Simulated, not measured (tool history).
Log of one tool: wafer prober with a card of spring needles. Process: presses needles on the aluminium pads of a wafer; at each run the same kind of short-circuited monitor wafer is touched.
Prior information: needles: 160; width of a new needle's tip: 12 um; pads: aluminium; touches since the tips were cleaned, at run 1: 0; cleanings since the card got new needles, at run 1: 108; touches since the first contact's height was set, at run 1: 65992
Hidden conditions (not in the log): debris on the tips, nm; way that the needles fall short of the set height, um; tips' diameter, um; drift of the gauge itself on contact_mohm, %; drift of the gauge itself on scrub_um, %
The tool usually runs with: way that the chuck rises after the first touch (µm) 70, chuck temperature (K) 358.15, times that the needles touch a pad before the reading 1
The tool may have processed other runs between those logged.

run,hour,way that the chuck rises after the first touch (µm),chuck temperature (K),times that the needles touch a pad before the reading,touches since the tips were cleaned,cleanings since the card got new needles,touches since the first contact's height was set,resistance of one needle with its contact and lead (mohm),way that a needle slides on the pad (µm)
1,0,70,358.15,1,0,108,65992,143,11.06
# hour 5: tips cleaned on abrasive film
# hour 11.2: tips cleaned on abrasive film
# hour 16.2: tips cleaned on abrasive film
# hour 22.4: tips cleaned on abrasive film
# hour 28.6: tips cleaned on abrasive film
# hour 33.6: tips cleaned on abrasive film
2,35.7,70,358.15,1,1274,114,87533,152,11.04
# hour 39.4: tips cleaned on abrasive film
# hour 44.4: tips cleaned on abrasive film
# hour 50.6: tips cleaned on abrasive film
3,53.8,70,358.15,1,1975,117,98516,155,11.05
# hour 56.4: tips cleaned on abrasive film
# hour 62.6: tips cleaned on abrasive film
# hour 66.6: height of the first contact set anew
# hour 69.1: tips cleaned on abrasive film
# hour 75.3: tips cleaned on abrasive film
# hour 80.3: tips cleaned on abrasive film
# hour 86.5: tips cleaned on abrasive film
# hour 92.7: tips cleaned on abrasive film
4,93,70,358.15,1,164,124,15927,144,11.35
# hour 98: tips cleaned on abrasive film
# hour 104.2: tips cleaned on abrasive film
# hour 110.4: tips cleaned on abrasive film
5,112.5,70,358.15,1,1288,127,27724,151,11.51
# hour 116.3: tips cleaned on abrasive film
# hour 122.5: tips cleaned on abrasive film
# hour 128.7: tips cleaned on abrasive film
# hour 134.4: tips cleaned on abrasive film
6,134.4,70,358.15,1,0,131,40956,143,11.28
# hour 139.4: tips cleaned on abrasive film
# hour 145.6: tips cleaned on abrasive film
# hour 150.6: tips cleaned on abrasive film
7,155.2,70,358.15,1,2778,134,53493,159,11.3
# hour 156.5: tips cleaned on abrasive film
# hour 161.5: tips cleaned on abrasive film
# hour 167.7: tips cleaned on abrasive film
# hour 172.7: tips cleaned on abrasive film
# hour 178.9: tips cleaned on abrasive film
8,182.9,70,358.15,1,2499,139,70254,156,11.19
# hour 184.3: tips cleaned on abrasive film
# hour 189.2: tips cleaned on abrasive film
# hour 195.5: tips cleaned on abrasive film
# hour 200.4: tips cleaned on abrasive film
# hour 205.5: tips cleaned on abrasive film
9,205.5,70,358.15,1,0,144,83832,142,11.2
# hour 211.7: tips cleaned on abrasive film
# hour 216.7: tips cleaned on abrasive film
# hour 222.9: tips cleaned on abrasive film
# hour 227.9: tips cleaned on abrasive film
# hour 234.1: tips cleaned on abrasive film
10,238.6,70,358.15,1,2735,149,103822,162,11.07
# hour 239.9: tips cleaned on abrasive film
# hour 242.6: height of the first contact set anew
# hour 245.2: tips cleaned on abrasive film
# hour 251.4: tips cleaned on abrasive film
# hour 257.6: tips cleaned on abrasive film
# hour 263.8: tips cleaned on abrasive film
# hour 270: tips cleaned on abrasive film
# hour 275.1: tips cleaned on abrasive film
11,275.1,70,358.15,1,0,156,19550,142,11.36
# hour 281.3: tips cleaned on abrasive film
# hour 287.5: tips cleaned on abrasive film
# hour 292.5: tips cleaned on abrasive film
# hour 297.5: tips cleaned on abrasive film
# hour 303.7: tips cleaned on abrasive film
# hour 308.7: tips cleaned on abrasive film
12,313.4,70,358.15,1,2917,162,42731,158,11.34
# hour 314.7: tips cleaned on abrasive film
# hour 320.9: tips cleaned on abrasive film
# hour 327.2: tips cleaned on abrasive film
# hour 332.1: tips cleaned on abrasive film
# hour 338.4: tips cleaned on abrasive film
13,340.5,70,346.15,1,1335,167,59078,154,11.19
# hour 344.3: tips cleaned on abrasive film
# hour 350.5: tips cleaned on abrasive film
# hour 356.7: tips cleaned on abrasive film
# hour 361.7: tips cleaned on abrasive film
# hour 367.9: tips cleaned on abrasive film
# hour 374.1: tips cleaned on abrasive film
14,378.3,70,346.15,1,2581,173,81926,161,11.06
# hour 379.6: tips cleaned on abrasive film
# hour 384.6: tips cleaned on abrasive film
# hour 390.8: tips cleaned on abrasive film
# hour 397.1: tips cleaned on abrasive film
15,401.3,70,346.15,1,2634,177,95820,161,11.08
# hour 402.7: tips cleaned on abrasive film
# hour 408.9: tips cleaned on abrasive film
# hour 415.1: tips cleaned on abrasive film
# hour 419: height of the first contact set anew
# hour 421.6: tips cleaned on abrasive film
# hour 427.8: tips cleaned on abrasive film
# hour 432.8: tips cleaned on abrasive film
16,435.4,70,358.15,3,1607,183,9864,146,11.45
# hour 437.9: tips cleaned on abrasive film
# hour 442.9: tips cleaned on abrasive film
# hour 447.9: tips cleaned on abrasive film
17,451.8,70,358.15,1,2388,186,19759,156,11.34
# hour 453.1: tips cleaned on abrasive film
# hour 458.1: tips cleaned on abrasive film
# hour 463.1: tips cleaned on abrasive film
# hour 468.1: tips cleaned on abrasive film
# hour 474.3: tips cleaned on abrasive film
18,477.3,70,306.15,1,1848,191,35114,150,11.33
# hour 479.9: tips cleaned on abrasive film
# hour 486.1: tips cleaned on abrasive film
# hour 492.3: tips cleaned on abrasive film
# hour 497.3: tips cleaned on abrasive film
# hour 503.5: tips cleaned on abrasive film
19,506.1,54,347.15,2,1602,196,52481,160,8.62
# hour 508.6: tips cleaned on abrasive film
# hour 513.6: tips cleaned on abrasive film
# hour 519.8: tips cleaned on abrasive film
20,523.4,79,303.15,1,2214,199,62951,150,12.56
# hour 526: tips cleaned on abrasive film
# hour 532.2: tips cleaned on abrasive film
# hour 537.2: tips cleaned on abrasive film
21,540,79,303.15,1,1725,202,72933,145,12.69
# hour 542.5: tips cleaned on abrasive film
# hour 547.5: tips cleaned on abrasive film
# hour 552.5: tips cleaned on abrasive film
# hour 558.7: tips cleaned on abrasive film
# hour 563.7: tips cleaned on abrasive film
# hour 569.8: tips cleaned on abrasive film
22,569.8,71,300.15,1,0,208,90858,134,11.31
# hour 574.7: tips cleaned on abrasive film
# hour 579.7: tips cleaned on abrasive film
# hour 585.9: tips cleaned on abrasive film
# hour 590.9: tips cleaned on abrasive film
# hour 595.9: tips cleaned on abrasive film
# hour 596.2: height of the first contact set anew
# hour 602.4: tips cleaned on abrasive film
23,602.9,71,300.15,1,288,214,4041,135,11.6

Here are 3 independent what-if runs from the current tool condition. What would each one return?
# hour 607.9: tips cleaned on abrasive film
# hour 612.9: tips cleaned on abrasive film
# hour 619.1: tips cleaned on abrasive film
# hour 624.1: tips cleaned on abrasive film
# hour 630.3: tips cleaned on abrasive film
# hour 636.1: tips cleaned on abrasive film
A,636.1,85,300.15,1,0,220,24095,?,?
# hour 607.9: tips cleaned on abrasive film
# hour 612.9: tips cleaned on abrasive film
# hour 619.1: tips cleaned on abrasive film
# hour 624.1: tips cleaned on abrasive film
# hour 630.3: tips cleaned on abrasive film
# hour 636.1: tips cleaned on abrasive film
B,636.1,66,358.15,1,0,220,24095,?,?
# hour 607.9: tips cleaned on abrasive film
# hour 612.9: tips cleaned on abrasive film
# hour 619.1: tips cleaned on abrasive film
# hour 624.1: tips cleaned on abrasive film
# hour 630.3: tips cleaned on abrasive film
# hour 636.1: tips cleaned on abrasive film
C,636.1,70,386.15,1,0,220,24095,?,?

run,resistance of one needle with its contact and lead (mohm),way that a needle slides on the pad (µm)
A,132,13.87
B,145,10.69
C,148,11.37
With the hidden condition removed and each run's random variation left untouched, the same runs would have given:
run,resistance of one needle with its contact and lead (mohm),way that a needle slides on the pad (µm)
A,129,13.96
B,139,10.77
C,143,11.45

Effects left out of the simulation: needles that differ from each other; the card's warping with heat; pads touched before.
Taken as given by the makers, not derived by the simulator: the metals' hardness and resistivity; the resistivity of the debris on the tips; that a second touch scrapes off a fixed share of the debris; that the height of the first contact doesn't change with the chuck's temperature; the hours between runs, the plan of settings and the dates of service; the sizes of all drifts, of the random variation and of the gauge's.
